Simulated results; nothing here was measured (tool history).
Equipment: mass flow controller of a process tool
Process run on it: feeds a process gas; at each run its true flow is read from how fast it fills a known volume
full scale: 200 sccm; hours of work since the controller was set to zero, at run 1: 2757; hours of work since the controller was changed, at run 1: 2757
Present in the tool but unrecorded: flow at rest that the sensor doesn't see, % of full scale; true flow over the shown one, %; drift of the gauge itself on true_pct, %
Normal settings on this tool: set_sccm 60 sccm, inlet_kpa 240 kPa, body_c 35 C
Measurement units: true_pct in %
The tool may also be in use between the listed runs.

run      day  set_sccm  inlet_kpa  body_c  hours of work since the controller was set to zero  hours of work since the controller was changed  true_pct
  1    0.000        60        240      35                                                2757                                            2757     98.29
  2   10.271        60        240      35                                                2938                                            2938     98.39
  3   20.458        60        240      35                                                3118                                            3118     98.42
  4   35.421        60        240      35                                                3382                                            3382     98.11
  5   53.250        60        240      35                                                3697                                            3697     98.41
  6   64.742        60        240      24                                                3900                                            3900     97.97
  7   75.871        60        240      24                                                4096                                            4096     98.14
  8   91.346        60        240      35                                                4369                                            4369     98.36
  9  109.979        60        234      35                                                4698                                            4698     98.17
 10  122.762        60        234      35                                                4924                                            4924     98.38
 11  136.625        60        240      26                                                5169                                            5169     98.05
 12  150.779        60        240      26                                                5418                                            5418     98.15
 13  159.633        60        240      26                                                5575                                            5575     97.98
 14  174.642        60        240      26                                                5840                                            5840     98.13
 15  188.467        41        240      26                                                6084                                            6084     96.69
 16  200.212        41        240      26                                                6291                                            6291     96.64
 17  210.375        41        240      26                                                6470                                            6470     96.57
 18  219.262        60        240      35                                                6627                                            6627     98.22
 19  227.146        60        240      35                                                6766                                            6766     98.14
     234.429  -- controller's zero set anew
 20  240.854        60        240      35                                                 113                                            7008    100.52
 21  248.767        60        240      22                                                 253                                            7148    100.41
 22  263.238        60        240      22                                                 508                                            7403    100.36
 23  278.550        60        240      35                                                 779                                            7673    100.71
 24  290.250        60        274      35                                                 985                                            7880    100.72
 25  308.667        60        274      35                                                1310                                            8205    100.68
 26  323.942        60        274      35                                                1580                                            8475    100.78
 27  335.929        60        274      35                                                1792                                            8686    100.71
 28  346.242        60        274      35                                                1974                                            8868    100.69
 29  354.579        60        274      35                                                2121                                            9015    100.64
 30  362.538       140        227      35                                                2261                                            9156    102.12
 31  370.146        47        165      29                                                2396                                            9290     99.72
 32  379.329        47        165      29                                                2558                                            9452     99.64
 33  394.321       150        166      39                                                2822                                            9717    102.26
 34  407.212        36        166      38                                                3050                                            9944     99.24
 35  420.654        36        166      30                                                3287                                           10182     98.88
 36  431.033        43        168      22                                                3470                                           10365     99.13
 37  445.775        43        168      22                                                3730                                           10625     99.03
 38  455.854        60        181      35                                                3908                                           10803    100.29
 39  471.392        60        251      35                                                4183                                           11077    100.50
 40  481.617        60        251      35                                                4363                                           11258    100.55
 41  492.800        60        169      26                                                4560                                           11455     99.87
 42  508.229        60        240      25                                                4833                                           11727    100.16
 43  523.646        60        240      25                                                5105                                           12000    100.25
 44  535.617       131        198      28                                                5316                                           12211    102.20
     546.792  -- controller exchanged for a calibrated one
 45  546.792       131        198      28                                                   0                                               0     99.27
 46  557.229       119        166      39                                                 184                                             184     99.20
 47  565.567        39        148      35                                                 331                                             331     97.90
 48  578.608        25        162      25                                                 562                                             562     97.31

How would selected steps in true_pct from run to run divide? Give the signed amount a tool lacking its hidden state would still show from settings, what came in and random variation, and the signed amount left for the hidden state, including any gauge scatter that is not in both of the compared results.
Run 19 -> 20: controller's zero set anew. true_pct +2.38 %: hidden state +2.52, all else -0.14.
Run 32 -> 33: set_sccm 47 -> 150, inlet_kpa 165 -> 166, body_c 29 -> 39. true_pct +2.62 %: hidden state +0.91, all else +1.71.
Run 33 -> 34: set_sccm 150 -> 36, body_c 39 -> 38. true_pct -3.02 %: hidden state -1.45, all else -1.57.
Run 44 -> 45: controller exchanged for a calibrated one. true_pct -2.93 %: hidden state -2.85, all else -0.08.
